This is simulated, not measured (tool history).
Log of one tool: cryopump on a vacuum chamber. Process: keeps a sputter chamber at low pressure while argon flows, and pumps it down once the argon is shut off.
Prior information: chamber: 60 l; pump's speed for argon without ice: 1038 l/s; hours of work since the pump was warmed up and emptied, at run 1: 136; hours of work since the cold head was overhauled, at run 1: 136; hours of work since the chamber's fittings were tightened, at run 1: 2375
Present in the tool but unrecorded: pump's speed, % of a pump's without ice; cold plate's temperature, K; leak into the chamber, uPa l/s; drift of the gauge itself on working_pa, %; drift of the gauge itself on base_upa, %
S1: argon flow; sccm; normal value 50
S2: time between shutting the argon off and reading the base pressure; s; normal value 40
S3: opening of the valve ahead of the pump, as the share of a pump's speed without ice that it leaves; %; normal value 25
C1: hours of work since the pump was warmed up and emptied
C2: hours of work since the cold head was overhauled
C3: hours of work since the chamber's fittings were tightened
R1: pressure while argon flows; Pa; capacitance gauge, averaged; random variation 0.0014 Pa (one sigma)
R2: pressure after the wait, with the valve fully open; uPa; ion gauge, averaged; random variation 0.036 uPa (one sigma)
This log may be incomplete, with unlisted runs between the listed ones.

run 1 hour=0.0 | S1=50 S2=40 S3=25 | C1=136 C2=136 C3=2375 | R1=0.3339 R2=2.81
run 2 hour=28.2 | S1=50 S2=40 S3=25 | C1=156 C2=156 C3=2396 | R1=0.3331 R2=2.82
run 3 hour=88.9 | S1=47 S2=40 S3=25 | C1=200 C2=200 C3=2439 | R1=0.3146 R2=2.83
run 4 hour=115.2 | S1=47 S2=40 S3=25 | C1=219 C2=219 C3=2458 | R1=0.3130 R2=2.81
run 5 hour=161.0 | S1=47 S2=40 S3=25 | C1=252 C2=252 C3=2491 | R1=0.3176 R2=2.87
run 6 hour=196.5 | S1=47 S2=40 S3=25 | C1=278 C2=278 C3=2517 | R1=0.3162 R2=2.85
run 7 hour=248.0 | S1=50 S2=40 S3=25 | C1=315 C2=315 C3=2554 | R1=0.3387 R2=2.94
run 8 hour=280.6 | S1=50 S2=40 S3=24 | C1=338 C2=338 C3=2578 | R1=0.3524 R2=2.88
run 9 hour=307.8 | S1=50 S2=133 S3=25 | C1=358 C2=358 C3=2597 | R1=0.3410 R2=1.72
run 10 hour=338.5 | S1=50 S2=103 S3=25 | C1=380 C2=380 C3=2620 | R1=0.3411 R2=1.86
run 11 hour=385.2 | S1=50 S2=40 S3=25 | C1=414 C2=414 C3=2653 | R1=0.3431 R2=3.00
run 12 hour=447.3 | S1=50 S2=40 S3=25 | C1=459 C2=459 C3=2698 | R1=0.3434 R2=3.03
run 13 hour=494.1 | S1=88 S2=37 S3=25 | C1=493 C2=493 C3=2732 | R1=0.6113 R2=3.26
run 14 hour=523.6 | S1=88 S2=37 S3=25 | C1=514 C2=514 C3=2753 | R1=0.6068 R2=3.20
run 15 hour=586.1 | S1=88 S2=37 S3=25 | C1=559 C2=559 C3=2798 | R1=0.6113 R2=3.24
run 16 hour=613.3 | S1=43 S2=61 S3=34 | C1=579 C2=579 C3=2818 | R1=0.2262 R2=2.56
run 17 hour=656.9 | S1=67 S2=110 S3=25 | C1=610 C2=610 C3=2849 | R1=0.4748 R2=2.04
run 18 hour=695.1 | S1=31 S2=113 S3=25 | C1=638 C2=638 C3=2877 | R1=0.2188 R2=2.16
run 19 hour=757.4 | S1=40 S2=32 S3=35 | C1=683 C2=683 C3=2922 | R1=0.2098 R2=3.85
run 20 hour=807.9 | S1=40 S2=91 S3=50 | C1=719 C2=719 C3=2958 | R1=0.1572 R2=2.30
run 21 hour=857.9 | S1=96 S2=196 S3=36 | C1=755 C2=755 C3=2994 | R1=0.4977 R2=1.95
run 22 hour=894.0 | S1=60 S2=108 S3=26 | C1=781 C2=781 C3=3020 | R1=0.4150 R2=2.27
run 23 hour=928.6 | S1=72 S2=40 S3=44 | C1=806 C2=806 C3=3045 | R1=0.3199 R2=3.44

Some steps in R1 between neighbouring runs. How much of each would the tool show without its hidden state too (settings, what came in, random variation), and how much is left for the hidden state, with any gauge scatter that isn't in both results?
Run 15 -> 16: S1 88 -> 43, S2 37 -> 61, S3 25 -> 34. R1 -0.3851 Pa: hidden state -0.0198, all else -0.3653.
Run 20 -> 21: S1 40 -> 96, S2 91 -> 196, S3 50 -> 36. R1 +0.3405 Pa: hidden state +0.0385, all else +0.3020.
Run 21 -> 22: S1 96 -> 60, S2 196 -> 108, S3 36 -> 26. R1 -0.0827 Pa: hidden state -0.0225, all else -0.0602.
